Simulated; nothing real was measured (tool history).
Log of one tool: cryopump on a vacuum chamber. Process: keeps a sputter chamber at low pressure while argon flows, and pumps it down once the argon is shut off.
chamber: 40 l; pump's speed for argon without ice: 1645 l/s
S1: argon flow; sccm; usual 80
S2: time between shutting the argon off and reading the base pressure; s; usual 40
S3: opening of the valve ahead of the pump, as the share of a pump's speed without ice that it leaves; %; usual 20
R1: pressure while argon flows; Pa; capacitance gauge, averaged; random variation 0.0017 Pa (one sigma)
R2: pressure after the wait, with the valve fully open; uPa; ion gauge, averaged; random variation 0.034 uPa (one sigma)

run	hour	S1	S2	S3	R1	R2
1	0.0	80	40	20	0.4228	3.42
2	29.5	80	40	20	0.4264	3.49
# hour 76.3: pump warmed up, emptied and cooled again
3	79.9	80	40	20	0.4117	3.36
4	130.6	80	40	18	0.4564	3.30
# hour 135.4: leaking fittings of the chamber tightened, without venting
5	176.2	80	40	20	0.4142	1.83
6	231.8	80	40	20	0.4140	1.89
7	258.3	80	40	20	0.4157	2.01
8	301.3	80	40	20	0.4141	2.02
9	328.1	74	40	20	0.3814	2.04
10	383.0	74	40	20	0.3849	2.06
11	434.0	74	40	20	0.3855	2.15
12	476.8	74	40	20	0.3867	2.14
13	514.2	74	40	20	0.3867	2.29
14	537.9	80	40	20	0.4182	2.30
15	587.8	159	40	20	0.8348	2.31
16	641.8	80	33	20	0.4189	2.76
17	667.9	80	33	20	0.4236	2.79
18	698.1	80	40	20	0.4235	2.45
19	745.1	41	87	23	0.1887	1.63
20	768.3	80	61	20	0.4241	2.03
21	816.0	80	61	20	0.4231	2.10
22	857.0	90	40	43	0.2323	2.63
23	892.0	90	40	43	0.2331	2.73
# hour 903.5: pump warmed up, emptied and cooled again
24	937.3	41	50	18	0.2356	2.26
25	962.4	43	27	39	0.1138	3.47
26	996.7	36	40	20	0.1876	2.74
27	1026.4	36	40	20	0.1869	2.79
28	1062.7	45	33	30	0.1561	2.99
29	1110.7	53	122	31	0.1801	1.73
30	1155.9	61	45	15	0.4201	2.59
31	1191.9	62	23	20	0.3244	4.10
32	1221.2	62	23	20	0.3251	4.11
33	1272.1	62	21	35	0.1879	4.53
34	1321.7	61	40	23	0.2802	3.05
35	1370.7	61	40	23	0.2815	3.16

3 ways to go on from here, each from the tool as it stands after run 35. What would each give?
A	1394.4	42	40	46	?	?
B	1394.4	61	193	23	?	?
C	1394.4	34	40	21	?	?

run	R1	R2
A	0.0991	3.24
B	0.2778	1.90
C	0.1705	3.25
Without the tool's hidden state the same runs would have given:
run	R1	R2
A	0.0939	1.85
B	0.2702	0.54
C	0.1662	1.85

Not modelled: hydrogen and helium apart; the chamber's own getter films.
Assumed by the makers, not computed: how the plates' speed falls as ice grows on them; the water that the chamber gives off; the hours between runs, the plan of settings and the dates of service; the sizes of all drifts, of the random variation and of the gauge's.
